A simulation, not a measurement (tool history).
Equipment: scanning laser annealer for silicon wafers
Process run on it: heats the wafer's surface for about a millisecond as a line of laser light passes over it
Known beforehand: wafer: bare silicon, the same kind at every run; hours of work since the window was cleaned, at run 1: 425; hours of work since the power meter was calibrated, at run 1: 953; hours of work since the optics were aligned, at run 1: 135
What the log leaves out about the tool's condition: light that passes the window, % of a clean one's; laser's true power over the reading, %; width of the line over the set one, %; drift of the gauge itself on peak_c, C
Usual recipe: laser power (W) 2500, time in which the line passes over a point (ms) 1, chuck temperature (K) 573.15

| run | hour | laser power (W) | time in which the line passes over a point (ms) | chuck temperature (K) | hours of work since the window was cleaned | hours of work since the power meter was calibrated | hours of work since the optics were aligned | highest temperature of the surface (K) |
|---|---|---|---|---|---|---|---|---|
| 1 | 0 | 2500 | 1 | 573.15 | 425 | 953 | 135 | 1260.15 |
| 2 | 65.9 | 2500 | 1 | 560.15 | 460 | 987 | 170 | 1250.15 |
| 3 | 105.7 | 2500 | 1 | 603.15 | 480 | 1008 | 191 | 1285.15 |
| 4 | 203.5 | 2500 | 1 | 603.15 | 531 | 1059 | 242 | 1286.15 |
| 5 | 273.1 | 2500 | 1 | 573.15 | 568 | 1095 | 278 | 1254.15 |
| 6 | 359.4 | 2500 | 1 | 573.15 | 613 | 1140 | 323 | 1252.15 |
| 7 | 427.4 | 2500 | 0.83 | 573.15 | 648 | 1176 | 358 | 1173.15 |
|  | 444.8 | window over the wafer cleaned |
| 8 | 503.3 | 2500 | 0.75 | 573.15 | 31 | 1214 | 397 | 1172.15 |
| 9 | 593.7 | 2500 | 0.75 | 573.15 | 78 | 1262 | 444 | 1171.15 |
| 10 | 660.5 | 2748 | 0.76 | 573.15 | 113 | 1296 | 479 | 1250.15 |
| 11 | 730.5 | 2321 | 0.72 | 607.15 | 149 | 1333 | 516 | 1137.15 |
| 12 | 778.8 | 2671 | 1.02 | 574.15 | 174 | 1358 | 541 | 1349.15 |
| 13 | 840.2 | 2500 | 1.07 | 573.15 | 206 | 1390 | 573 | 1303.15 |

Predict the results of run 14:
| 14 | 900.8 | 2500 | 1.07 | 573.15 | 238 | 1422 | 605 | ? |

highest temperature of the surface (K): 1301.15
Were there no unlogged condition in the tool, this run, its random variation unchanged, would have produced highest temperature of the surface (K) 1324.15.
